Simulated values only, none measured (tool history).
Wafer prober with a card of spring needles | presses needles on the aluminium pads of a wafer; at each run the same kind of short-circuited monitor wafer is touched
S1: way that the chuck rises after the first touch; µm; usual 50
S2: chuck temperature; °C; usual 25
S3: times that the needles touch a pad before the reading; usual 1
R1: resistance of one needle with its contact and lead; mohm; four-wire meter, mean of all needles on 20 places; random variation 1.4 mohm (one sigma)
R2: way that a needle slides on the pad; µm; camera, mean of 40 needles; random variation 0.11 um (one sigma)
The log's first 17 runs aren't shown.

| run | day | S1 | S2 | S3 | R1 | R2 |
|---|---|---|---|---|---|---|
|  | 9.583 | tips cleaned on abrasive film |
| 18 | 10.392 | 50 | 25 | 3 | 216 | 6.99 |
|  | 10.562 | tips cleaned on abrasive film |
| 19 | 10.962 | 50 | 25 | 3 | 179 | 6.79 |
|  | 11.517 | tips cleaned on abrasive film |
| 20 | 11.658 | 35 | 100 | 3 | 199 | 4.79 |
| 21 | 12.429 | 56 | 25 | 2 | 247 | 7.78 |
|  | 12.488 | tips cleaned on abrasive film |
| 22 | 12.838 | 40 | 39 | 1 | 373 | 5.47 |
|  | 13.479 | tips cleaned on abrasive film |
| 23 | 13.583 | 52 | 38 | 2 | 156 | 7.14 |
| 24 | 14.321 | 50 | 93 | 2 | 278 | 6.99 |
|  | 14.475 | tips cleaned on abrasive film |
| 25 | 14.917 | 37 | 25 | 2 | 336 | 4.76 |
| 26 | 15.317 | 50 | 25 | 2 | 283 | 6.87 |
|  | 15.454 | tips cleaned on abrasive film |
| 27 | 15.929 | 38 | 25 | 2 | 322 | 5.14 |
|  | 16.462 | tips cleaned on abrasive film |
| 28 | 16.462 | 38 | 42 | 3 | 159 | 5.05 |
| 29 | 16.983 | 38 | 42 | 3 | 256 | 5.00 |
|  | 17.462 | tips cleaned on abrasive film |
| 30 | 17.783 | 38 | 42 | 3 | 221 | 4.86 |
| 31 | 18.292 | 67 | 61 | 1 | 264 | 9.42 |
|  | 18.429 | tips cleaned on abrasive film |
| 32 | 18.971 | 67 | 61 | 1 | 233 | 9.35 |
|  | 19.392 | tips cleaned on abrasive film |
| 33 | 19.679 | 67 | 46 | 2 | 163 | 9.21 |

Forecast each of these 4 alternatives for the next run:
|  | 20.371 | tips cleaned on abrasive film |
| A | 20.600 | 50 | 81 | 1 | ? | ? |
|  | 20.371 | tips cleaned on abrasive film |
| B | 20.600 | 67 | 46 | 1 | ? | ? |
|  | 20.371 | tips cleaned on abrasive film |
| C | 20.600 | 50 | 63 | 1 | ? | ? |
|  | 20.371 | tips cleaned on abrasive film |
| D | 20.600 | 53 | 40 | 1 | ? | ? |

| run | R1 | R2 |
|---|---|---|
| A | 237 | 6.90 |
| B | 184 | 9.47 |
| C | 239 | 6.95 |
| D | 231 | 7.43 |
Without the tool's hidden state the same runs would have given:
| run | R1 | R2 |
|---|---|---|
| A | 125 | 7.49 |
| B | 116 | 10.06 |
| C | 124 | 7.54 |
| D | 123 | 8.02 |

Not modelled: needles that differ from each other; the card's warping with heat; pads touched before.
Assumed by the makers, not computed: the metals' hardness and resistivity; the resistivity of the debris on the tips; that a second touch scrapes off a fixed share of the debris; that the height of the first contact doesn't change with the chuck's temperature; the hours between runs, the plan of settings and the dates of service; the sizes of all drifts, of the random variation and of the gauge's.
